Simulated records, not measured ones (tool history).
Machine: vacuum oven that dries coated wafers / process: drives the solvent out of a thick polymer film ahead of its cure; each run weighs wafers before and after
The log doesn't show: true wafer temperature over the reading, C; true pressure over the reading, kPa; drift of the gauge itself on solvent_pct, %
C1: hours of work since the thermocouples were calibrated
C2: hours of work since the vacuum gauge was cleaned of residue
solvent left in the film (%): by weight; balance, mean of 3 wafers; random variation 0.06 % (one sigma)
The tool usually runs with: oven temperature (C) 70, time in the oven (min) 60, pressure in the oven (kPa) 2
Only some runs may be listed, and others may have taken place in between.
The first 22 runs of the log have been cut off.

{"run": 23, "hour": 1840.8, "oven temperature (C)": 70, "time in the oven (min)": 60, "pressure in the oven (kPa)": 2, "C1": 1442, "C2": 1261, "solvent left in the film (%)": 4.68}
{"run": 24, "hour": 1920.9, "oven temperature (C)": 63, "time in the oven (min)": 77, "pressure in the oven (kPa)": 1.2, "C1": 1497, "C2": 1316, "solvent left in the film (%)": 6}
{"run": 25, "hour": 1989.7, "oven temperature (C)": 63, "time in the oven (min)": 77, "pressure in the oven (kPa)": 1.2, "C1": 1544, "C2": 1363, "solvent left in the film (%)": 6.11}
{"hour": 2067.2, "done": "oven's thermocouples calibrated"}
{"run": 26, "hour": 2081.0, "oven temperature (C)": 59, "time in the oven (min)": 51, "pressure in the oven (kPa)": 1.17, "C1": 9, "C2": 1424, "solvent left in the film (%)": 9.78}
{"run": 27, "hour": 2192.9, "oven temperature (C)": 59, "time in the oven (min)": 51, "pressure in the oven (kPa)": 1.17, "C1": 86, "C2": 1501, "solvent left in the film (%)": 9.96}
{"run": 28, "hour": 2272.6, "oven temperature (C)": 84, "time in the oven (min)": 60, "pressure in the oven (kPa)": 3.34, "C1": 141, "C2": 1555, "solvent left in the film (%)": 2.63}
{"run": 29, "hour": 2371.9, "oven temperature (C)": 84, "time in the oven (min)": 100, "pressure in the oven (kPa)": 3.34, "C1": 209, "C2": 1623, "solvent left in the film (%)": 2.56}
{"hour": 2432.1, "done": "vacuum gauge cleaned of residue and calibrated"}
{"run": 30, "hour": 2474.8, "oven temperature (C)": 84, "time in the oven (min)": 100, "pressure in the oven (kPa)": 3.34, "C1": 278, "C2": 29, "solvent left in the film (%)": 2.22}
{"run": 31, "hour": 2586.0, "oven temperature (C)": 58, "time in the oven (min)": 100, "pressure in the oven (kPa)": 1.17, "C1": 354, "C2": 105, "solvent left in the film (%)": 6.14}
{"run": 32, "hour": 2694.4, "oven temperature (C)": 58, "time in the oven (min)": 100, "pressure in the oven (kPa)": 1.17, "C1": 428, "C2": 180, "solvent left in the film (%)": 6.29}
{"run": 33, "hour": 2750.5, "oven temperature (C)": 63, "time in the oven (min)": 57, "pressure in the oven (kPa)": 2.39, "C1": 467, "C2": 218, "solvent left in the film (%)": 8.17}
{"run": 34, "hour": 2804.0, "oven temperature (C)": 70, "time in the oven (min)": 60, "pressure in the oven (kPa)": 4.54, "C1": 504, "C2": 255, "solvent left in the film (%)": 6.56}
{"run": 35, "hour": 2871.4, "oven temperature (C)": 58, "time in the oven (min)": 49, "pressure in the oven (kPa)": 2, "C1": 550, "C2": 301, "solvent left in the film (%)": 11.58}
{"run": 36, "hour": 2929.5, "oven temperature (C)": 76, "time in the oven (min)": 46, "pressure in the oven (kPa)": 2, "C1": 590, "C2": 341, "solvent left in the film (%)": 2.69}
{"run": 37, "hour": 3002.1, "oven temperature (C)": 76, "time in the oven (min)": 46, "pressure in the oven (kPa)": 2, "C1": 639, "C2": 390, "solvent left in the film (%)": 2.68}
{"run": 38, "hour": 3073.9, "oven temperature (C)": 58, "time in the oven (min)": 60, "pressure in the oven (kPa)": 2, "C1": 688, "C2": 440, "solvent left in the film (%)": 10.53}

What does the tool deliver on the next run?
{"run": 39, "hour": 3183.6, "oven temperature (C)": 58, "time in the oven (min)": 60, "pressure in the oven (kPa)": 2, "C1": 764, "C2": 515, "solvent left in the film (%)": "?"}

{"run 39": {"solvent left in the film (%)": 10.77}}
With no hidden state in the tool, this same run would have given solvent left in the film (%) 9.81.
